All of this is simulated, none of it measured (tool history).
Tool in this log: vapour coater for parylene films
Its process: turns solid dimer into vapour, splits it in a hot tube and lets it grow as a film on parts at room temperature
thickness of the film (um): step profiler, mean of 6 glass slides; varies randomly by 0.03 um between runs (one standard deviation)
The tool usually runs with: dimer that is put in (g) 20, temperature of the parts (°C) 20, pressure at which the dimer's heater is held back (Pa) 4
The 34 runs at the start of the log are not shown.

run    hour  dimer that is put in (g)  temperature of the parts (°C)  pressure at which the dimer's heater is held back (Pa)  hours of work since the trap's valve was overhauled  hours of work since the table's thermometer was calibrated  thickness of the film (um)
 35     912                        17                             18                                                    6.17                                                  288                                                         904                        3.12
 36   949.4                         9                             22                                                     2.3                                                  311                                                         926                         1.8
 37   974.8                         9                             22                                                     2.3                                                  327                                                         942                        1.78
 38  1000.8                         9                             22                                                     2.3                                                  343                                                         958                        1.78
 39  1026.4                         9                             14                                                    3.26                                                  358                                                         974                        2.28
 40  1055.6                        15                             14                                                    3.26                                                  376                                                         992                        3.89
 41  1077.6                        15                             14                                                    3.26                                                  390                                                        1005                        3.84
 42  1098.2                        15                             14                                                   11.59                                                  402                                                        1018                        2.82
 43  1133.4                        16                             28                                                   11.69                                                  424                                                        1039                        1.68
 44  1155.9                        23                             20                                                   11.55                                                  438                                                        1053                        3.34
 45    1176                        14                             13                                                    2.19                                                  450                                                        1066                        4.09
 46  1192.3                        20                             26                                                    2.56                                                  460                                                        1076                        3.22
 47  1217.4                        16                             21                                                    3.33                                                  476                                                        1091                        3.03

Alternative continuations, all from the tool just after run 47; predict every row:
  A  1233.7                        16                             15                                                    3.37                                                  486                                                        1101                           ?
  B  1233.7                        16                             21                                                    5.24                                                  486                                                        1101                           ?
  C  1233.7                        16                             12                                                    3.33                                                  486                                                        1101                           ?

run  thickness of the film (um)
  A                         3.9
  B                        2.68
  C                         4.5
Had the tool no hidden state, the same runs would have come out as:
run  thickness of the film (um)
  A                        3.91
  B                        2.68
  C                        4.52

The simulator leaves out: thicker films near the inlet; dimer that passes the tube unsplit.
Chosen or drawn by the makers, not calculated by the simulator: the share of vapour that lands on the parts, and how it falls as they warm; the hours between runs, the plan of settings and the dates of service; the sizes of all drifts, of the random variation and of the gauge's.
